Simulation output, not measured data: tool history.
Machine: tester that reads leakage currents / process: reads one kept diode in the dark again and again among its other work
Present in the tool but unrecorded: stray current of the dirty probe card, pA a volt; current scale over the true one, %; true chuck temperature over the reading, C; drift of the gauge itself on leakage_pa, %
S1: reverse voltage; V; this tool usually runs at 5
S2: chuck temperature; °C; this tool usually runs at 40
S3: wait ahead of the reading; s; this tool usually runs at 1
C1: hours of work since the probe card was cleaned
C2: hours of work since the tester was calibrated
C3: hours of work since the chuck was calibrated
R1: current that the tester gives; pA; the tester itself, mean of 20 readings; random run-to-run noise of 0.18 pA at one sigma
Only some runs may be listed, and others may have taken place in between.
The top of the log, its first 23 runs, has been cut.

run,hour,S1,S2,S3,C1,C2,C3,R1
24,2344.4,2.65,36,0.72,763,188,93,35.17
25,2457.1,7.2,46,0.48,849,274,179,94.54
26,2535.6,8.63,41,0.56,909,334,239,71.75
27,2656.3,8.63,41,0.56,1001,426,331,69.7
28,2745.4,9.83,40,0.65,1069,494,399,67.11
29,2846.5,2.68,40,2.7,1147,572,476,40.51
# hour 2949.7: chuck's temperature calibrated
30,2983.2,2.68,40,2.7,1250,674,26,45.82
31,3068.5,2.68,40,0.31,1315,740,91,47.32
32,3185.8,2.68,40,0.31,1404,829,180,45.93
33,3290.2,2.68,40,0.31,1484,909,260,45.04

Forecast each of these 4 alternatives for the next run:
A,3408.1,2.68,40,5.61,1574,999,350,?
B,3408.1,1.07,40,2.98,1574,999,350,?
C,3408.1,4.36,44,1,1574,999,350,?
D,3408.1,2.68,21,0.31,1574,999,350,?

run,R1
A,41.66
B,31.07
C,65.11
D,12.96
With no hidden state in the tool, these same runs would have given:
run,R1
A,46.36
B,34.69
C,72.09
D,14.05

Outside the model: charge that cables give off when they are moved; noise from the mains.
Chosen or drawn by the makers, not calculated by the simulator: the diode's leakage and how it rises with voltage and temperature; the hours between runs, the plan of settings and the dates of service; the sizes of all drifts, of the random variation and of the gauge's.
